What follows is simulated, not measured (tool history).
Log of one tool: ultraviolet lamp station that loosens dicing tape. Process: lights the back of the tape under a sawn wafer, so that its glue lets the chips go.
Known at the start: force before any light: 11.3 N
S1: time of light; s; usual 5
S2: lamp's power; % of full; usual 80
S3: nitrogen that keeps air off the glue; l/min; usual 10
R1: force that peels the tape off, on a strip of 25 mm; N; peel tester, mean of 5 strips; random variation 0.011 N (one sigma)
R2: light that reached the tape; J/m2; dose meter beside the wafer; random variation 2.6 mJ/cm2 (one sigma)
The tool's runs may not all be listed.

{"run": 1, "day": 0.0, "S1": 5, "S2": 80, "S3": 10, "R1": 0.579, "R2": 3090}
{"run": 2, "day": 1.167, "S1": 5, "S2": 80, "S3": 9, "R1": 0.65, "R2": 3050}
{"run": 3, "day": 2.658, "S1": 5, "S2": 80, "S3": 9, "R1": 0.676, "R2": 2970}
{"run": 4, "day": 4.433, "S1": 5, "S2": 80, "S3": 9, "R1": 0.727, "R2": 2960}
{"run": 5, "day": 5.988, "S1": 7, "S2": 80, "S3": 10, "R1": 0.327, "R2": 3990}
{"run": 6, "day": 8.229, "S1": 2, "S2": 80, "S3": 10, "R1": 3.423, "R2": 1120}
{"run": 7, "day": 9.821, "S1": 2, "S2": 80, "S3": 10, "R1": 3.593, "R2": 1060}
{"run": 8, "day": 10.942, "S1": 2, "S2": 70, "S3": 11, "R1": 3.916, "R2": 940}
{"day": 11.108, "done": "window cleaned of glue's vapour"}
{"run": 9, "day": 13.475, "S1": 2, "S2": 70, "S3": 11, "R1": 4.548, "R2": 830}
{"day": 14.758, "done": "window cleaned of glue's vapour, once more"}
{"run": 10, "day": 15.496, "S1": 3, "S2": 80, "S3": 10, "R1": 1.7, "R2": 1820}
{"run": 11, "day": 16.858, "S1": 2, "S2": 80, "S3": 10, "R1": 3.107, "R2": 1220}

The next listed run, before its measurement:
{"run": 12, "day": 18.921, "S1": 2, "S2": 85, "S3": 4, "R1": "?", "R2": "?"}

Run 12 gave R1 4.372 N, R2 1270 J/m2.
Without the tool's hidden state the same run would have given R1 3.929 N, R2 1410 J/m2.
